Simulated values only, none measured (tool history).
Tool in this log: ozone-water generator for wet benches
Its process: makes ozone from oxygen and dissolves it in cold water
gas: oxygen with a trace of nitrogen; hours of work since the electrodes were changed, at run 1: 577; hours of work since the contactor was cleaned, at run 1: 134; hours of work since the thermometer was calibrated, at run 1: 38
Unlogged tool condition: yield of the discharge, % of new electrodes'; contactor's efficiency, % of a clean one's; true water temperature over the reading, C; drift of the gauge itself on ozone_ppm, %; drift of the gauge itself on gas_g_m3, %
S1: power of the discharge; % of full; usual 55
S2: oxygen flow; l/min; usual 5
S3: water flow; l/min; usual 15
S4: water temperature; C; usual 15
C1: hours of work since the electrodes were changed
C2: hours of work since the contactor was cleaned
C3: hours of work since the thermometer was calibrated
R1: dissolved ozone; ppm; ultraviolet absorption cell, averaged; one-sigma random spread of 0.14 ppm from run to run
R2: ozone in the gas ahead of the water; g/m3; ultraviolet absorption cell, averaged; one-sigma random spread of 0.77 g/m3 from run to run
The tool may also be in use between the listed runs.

run	day	S1	S2	S3	S4	C1	C2	C3	R1	R2
1	0	55	5	15	15	577	134	38	15.5	115.8
2	1.396	55	5	15	15	605	162	65	15.4	117.4
3	2.521	55	5	15	15	627	183	87	15.5	116.8
4	4.196	55	5	15	15	659	216	120	15.6	115.8
5	5.996	55	5	15	15	694	251	155	15.3	116.1
6	7.821	55	5	15	15	730	287	190	15.5	115.4
7	8.9	55	5	15	15	751	308	211	15.3	118.5
8	9.667	55	5	15	15	766	323	226	15.5	117.6
9	10.842	55	5	15	15	789	346	249	15.7	116.7
10	11.596	55	5	15	15	804	360	264	15.6	116.9
11	13.346	55	5	15	15	838	395	298	15.4	114.4
12	15.158	55	5	17	7	873	430	333	15.3	115.1
13	16.292	56	5	15	11	895	452	355	16.6	119.4
14	17.85	56	5	15	11	925	482	386	16.5	116.8
15	19.683	66	3.63	10	11	961	518	422	27.5	167.5
16	20.938	60	5.34	10	8	986	543	446	24.8	120.4
17	21.792	55	5	12	9	1002	559	463	20.3	116.4
18	22.646	44	5	20	9	1019	576	479	10.3	94.2
19	24.162	67	5	15	9	1049	605	509	19.8	138
20	25.183	67	5	15	10	1068	625	529	19.5	138
21	26.829	67	5	15	10	1100	657	561	19.6	137.2

Consider 4 possible next runs. They are alternatives, not a sequence: every one starts from the tool as it was left by run 21. What does each give?
A	28.325	67	5	20	10	1130	687	590	?	?
B	28.325	60	5	15	22	1130	687	590	?	?
C	28.325	67	3.36	11	10	1130	687	590	?	?
D	28.325	45	4.21	15	10	1130	687	590	?	?

run	R1	R2
A	15	136.4
B	14.6	125.2
C	26.5	178.8
D	14	108.5
Stripped of hidden state, with their random variation kept, the same runs would have yielded:
run	R1	R2
A	15.9	141.7
B	15.5	129.5
C	28	185.6
D	14.6	111
